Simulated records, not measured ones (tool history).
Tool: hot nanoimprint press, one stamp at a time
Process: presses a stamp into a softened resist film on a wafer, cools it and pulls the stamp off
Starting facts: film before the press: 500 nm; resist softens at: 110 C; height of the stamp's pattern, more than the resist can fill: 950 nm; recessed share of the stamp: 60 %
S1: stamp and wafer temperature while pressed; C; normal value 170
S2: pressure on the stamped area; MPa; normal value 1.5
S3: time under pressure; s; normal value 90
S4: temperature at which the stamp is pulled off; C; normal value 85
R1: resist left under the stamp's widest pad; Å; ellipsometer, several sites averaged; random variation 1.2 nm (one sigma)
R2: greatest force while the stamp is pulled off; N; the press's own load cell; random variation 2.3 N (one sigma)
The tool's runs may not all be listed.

run	day	S1	S2	S3	S4	R1	R2
1	0	170	1.5	90	85	2012	166
2	1.162	170	1.5	46	85	2628	168
3	3.783	170	1.5	90	85	2013	170
# day 5.471: stamp cleaned and given a new release coat
4	5.471	170	1.5	90	85	2060	168
5	7.35	170	1.5	90	85	2097	169
6	8.633	170	1.5	90	85	2092	167
7	11.054	170	1.5	90	85	2135	179
# day 11.375: plate thermocouple calibrated
# day 11.879: stamp cleaned and given a new release coat
8	13.179	170	1.5	90	85	2216	171
9	15.867	170	1.5	90	85	2244	180
10	17.358	170	1.5	90	85	2239	184
# day 18.133: stamp cleaned and given a new release coat
11	19.338	170	1.5	75	85	2435	173
12	21.038	170	1.5	90	85	2304	181
13	23.104	180	1.5	90	85	1282	182
# day 24.354: stamp cleaned and given a new release coat
# day 24.788: plate thermocouple calibrated, once more
14	25.621	170	1.5	90	85	1963	162
15	27.817	161	1.01	137	83	3194	180
# day 29.496: press's hydraulic seals changed and the load cell set to zero
16	29.804	161	1.25	137	83	2959	178
# day 31.071: stamp cleaned and given a new release coat
17	31.9	164	1.34	90	85	2868	168
18	34.421	170	1.63	90	85	1910	171
19	36.458	170	1.63	90	85	1906	177
# day 37.225: stamp cleaned and given a new release coat
20	39.438	170	1.63	90	85	1955	170
21	41.45	170	1.03	57	92	2823	143
# day 43.462: stamp cleaned and given a new release coat
22	43.554	170	0.92	57	85	2929	166
23	46.271	170	1.19	57	79	2759	204
24	48.412	175	1.24	68	84	1933	187
# day 49.579: plate thermocouple calibrated
# day 49.829: stamp cleaned and given a new release coat
25	50.767	172	1.01	97	85	1901	163
26	53.233	172	1.01	97	85	1972	170
27	54.917	172	1.01	97	85	1964	172
# day 56.021: stamp cleaned and given a new release coat
28	56.675	164	1.01	97	85	3077	161

Here are 3 independent what-if runs from the current tool condition. What would each one return?
A	59.192	178	1.01	56	82	?	?
B	59.192	180	1.01	141	74	?	?
C	59.192	171	1.16	90	74	?	?

run	R1	R2
A	1792	187
B	1053	220
C	2083	219
Take away the tool's hidden state, keep each run's random variation, and the runs would have read:
run	R1	R2
A	1683	176
B	985	208
C	1948	207

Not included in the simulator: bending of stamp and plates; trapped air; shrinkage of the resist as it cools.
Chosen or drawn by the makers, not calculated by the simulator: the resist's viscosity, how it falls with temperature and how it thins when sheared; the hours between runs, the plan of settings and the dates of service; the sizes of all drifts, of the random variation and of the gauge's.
